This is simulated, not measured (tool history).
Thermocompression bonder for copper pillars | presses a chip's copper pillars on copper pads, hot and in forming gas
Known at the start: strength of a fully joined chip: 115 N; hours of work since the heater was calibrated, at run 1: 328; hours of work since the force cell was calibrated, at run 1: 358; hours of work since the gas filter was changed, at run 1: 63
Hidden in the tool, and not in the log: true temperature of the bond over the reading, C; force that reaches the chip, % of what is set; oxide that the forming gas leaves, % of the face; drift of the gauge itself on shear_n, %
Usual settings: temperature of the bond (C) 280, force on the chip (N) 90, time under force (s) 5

run	hour	temperature of the bond (C)	force on the chip (N)	time under force (s)	hours of work since the heater was calibrated	hours of work since the force cell was calibrated	hours of work since the gas filter was changed	force that shears a chip off (N)
1	0	280	90	5	328	358	63	59.9
2	42.3	280	90	5	361	391	97	58.3
# hour 75.3: forming gas filter changed
3	82	280	64	5	392	422	5	51.9
4	102.4	280	90	5	408	438	21	62.6
5	141.6	270	90	5	439	469	52	54.6
6	180	270	90	5	469	499	82	51.5
7	213.3	280	90	5	495	526	109	54.9
# hour 231.1: forming gas filter changed
8	248.3	280	90	5	522	553	14	59.8
9	282.1	280	90	5	549	579	40	59
10	309	280	113	8	570	600	61	73.7
11	330.3	280	113	8	587	617	78	72.9
12	352	280	120	8	604	634	95	74.1
13	375.1	302	84	5	622	653	113	62.9
# hour 385.9: forming gas filter changed
14	415	280	90	12	653	683	23	78
15	460.7	309	73	4	689	719	59	60.8
16	499.7	289	77	11	720	750	90	69.8

The same runs without the tool's hidden state, with the same run-to-run variation:
run	force that shears a chip off (N)
1	65.9
2	66.2
3	54.8
4	66.7
5	60.2
6	58.6
7	63.8
8	64.1
9	64.8
10	81.4
11	81.7
12	84.5
13	73.4
14	84
15	68.3
16	80.5

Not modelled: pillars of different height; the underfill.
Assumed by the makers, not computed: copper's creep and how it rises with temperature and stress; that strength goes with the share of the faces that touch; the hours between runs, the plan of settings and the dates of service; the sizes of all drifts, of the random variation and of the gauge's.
